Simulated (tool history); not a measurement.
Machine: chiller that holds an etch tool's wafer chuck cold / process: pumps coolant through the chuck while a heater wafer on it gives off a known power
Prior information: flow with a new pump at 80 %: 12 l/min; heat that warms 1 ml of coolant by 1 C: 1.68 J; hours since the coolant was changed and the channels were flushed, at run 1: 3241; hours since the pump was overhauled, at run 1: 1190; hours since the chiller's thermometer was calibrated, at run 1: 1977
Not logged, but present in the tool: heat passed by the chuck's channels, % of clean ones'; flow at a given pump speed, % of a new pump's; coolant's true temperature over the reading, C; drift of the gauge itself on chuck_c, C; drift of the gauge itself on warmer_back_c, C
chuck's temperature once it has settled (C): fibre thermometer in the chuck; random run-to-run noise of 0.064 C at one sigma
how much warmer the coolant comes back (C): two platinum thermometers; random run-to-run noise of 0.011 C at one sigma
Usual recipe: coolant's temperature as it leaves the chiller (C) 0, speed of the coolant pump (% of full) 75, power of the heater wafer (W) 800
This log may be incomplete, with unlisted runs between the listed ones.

run   hour  coolant's temperature as it leaves the chiller (C)  speed of the coolant pump (% of full)  power of the heater wafer (W)  hours since the coolant was changed and the channels were flushed  hours since the pump was overhauled  hours since the chiller's thermometer was calibrated  chuck's temperature once it has settled (C)  how much warmer the coolant comes back (C)
  1    0.0                                                   0                                     75                            800                                                               3241                                 1190                                                  1977                                         8.87                                        2.54
  2   28.7                                                  -8                                     75                            800                                                               3270                                 1219                                                  2006                                         1.09                                        2.55
  3   54.3                                                  -8                                     75                            800                                                               3295                                 1244                                                  2032                                         1.07                                        2.56
      74.6  -- coolant changed, channels flushed
  4   83.6                                                   0                                     75                           1161                                                                  9                                 1268                                                  2055                                        10.31                                        3.73
  5  107.7                                                   0                                     75                            525                                                                 33                                 1292                                                  2079                                         4.35                                        1.68
  6  135.1                                                   0                                     75                            525                                                                 61                                 1319                                                  2106                                         4.30                                        1.68
  7  149.4                                                   0                                     75                            525                                                                 75                                 1333                                                  2121                                         4.31                                        1.68
  8  173.7                                                   0                                     75                            800                                                                 99                                 1358                                                  2145                                         6.85                                        2.57
  9  199.6                                                   0                                     88                            800                                                                125                                 1384                                                  2171                                         6.26                                        2.21
 10  230.0                                                   0                                     88                            800                                                                155                                 1414                                                  2201                                         6.30                                        2.18
 11  249.0                                                   0                                     88                            800                                                                174                                 1433                                                  2220                                         6.15                                        2.18
 12  279.0                                                   0                                     88                            800                                                                204                                 1463                                                  2250                                         6.26                                        2.20
 13  296.1                                                   0                                     88                            800                                                                222                                 1480                                                  2267                                         6.22                                        2.21
 14  319.5                                                   0                                     74                            800                                                                245                                 1503                                                  2291                                         7.22                                        2.62
 15  334.7                                                  -8                                     75                            601                                                                260                                 1519                                                  2306                                        -2.92                                        1.93
 16  359.0                                                  -8                                     75                            601                                                                284                                 1543                                                  2330                                        -2.96                                        1.92
 17  374.1                                                   3                                     65                            614                                                                300                                 1558                                                  2345                                         8.88                                        2.27
 18  388.3                                                   3                                     91                           1123                                                                314                                 1572                                                  2360                                        11.68                                        3.00
 19  417.3                                                   0                                     75                            760                                                                343                                 1601                                                  2389                                         6.71                                        2.44
 20  448.0                                                   3                                     88                            548                                                                373                                 1632                                                  2419                                         7.03                                        1.53
 21  462.0                                                  10                                     70                            414                                                                387                                 1646                                                  2433                                        13.32                                        1.41
 22  482.9                                                   3                                     66                            414                                                                408                                 1667                                                  2454                                         6.53                                        1.49
 23  512.3                                                   9                                     75                            613                                                                438                                 1696                                                  2484                                        14.18                                        1.96
 24  528.6                                                   6                                     98                            800                                                                454                                 1713                                                  2500                                        11.68                                        1.99
 25  552.7                                                   7                                     81                            479                                                                478                                 1737                                                  2524                                        10.65                                        1.42
 26  574.5                                                   7                                     81                            479                                                                500                                 1759                                                  2546                                        10.60                                        1.43
 27  588.7                                                   7                                     81                            479                                                                514                                 1773                                                  2560                                        10.60                                        1.43

Here are 4 independent what-if runs from the current tool condition. What would each one return?
  A  603.0                                                  -2                                     83                           1092                                                                528                                 1787                                                  2574                                            ?                                           ?
  B  603.0                                                   2                                     97                            766                                                                528                                 1787                                                  2574                                            ?                                           ?
  C  603.0                                                   0                                     91                            436                                                                528                                 1787                                                  2574                                            ?                                           ?
  D  603.0                                                   2                                     75                            800                                                                528                                 1787                                                  2574                                            ?                                           ?

run  chuck's temperature once it has settled (C)  how much warmer the coolant comes back (C)
  A                                         7.22                                        3.20
  B                                         7.50                                        1.93
  C                                         2.81                                        1.17
  D                                         9.08                                        2.58
Without the tool's unlogged condition, the same runs would have read:
run  chuck's temperature once it has settled (C)  how much warmer the coolant comes back (C)
  A                                         7.70                                        3.13
  B                                         8.15                                        1.89
  C                                         3.58                                        1.15
  D                                         9.66                                        2.53

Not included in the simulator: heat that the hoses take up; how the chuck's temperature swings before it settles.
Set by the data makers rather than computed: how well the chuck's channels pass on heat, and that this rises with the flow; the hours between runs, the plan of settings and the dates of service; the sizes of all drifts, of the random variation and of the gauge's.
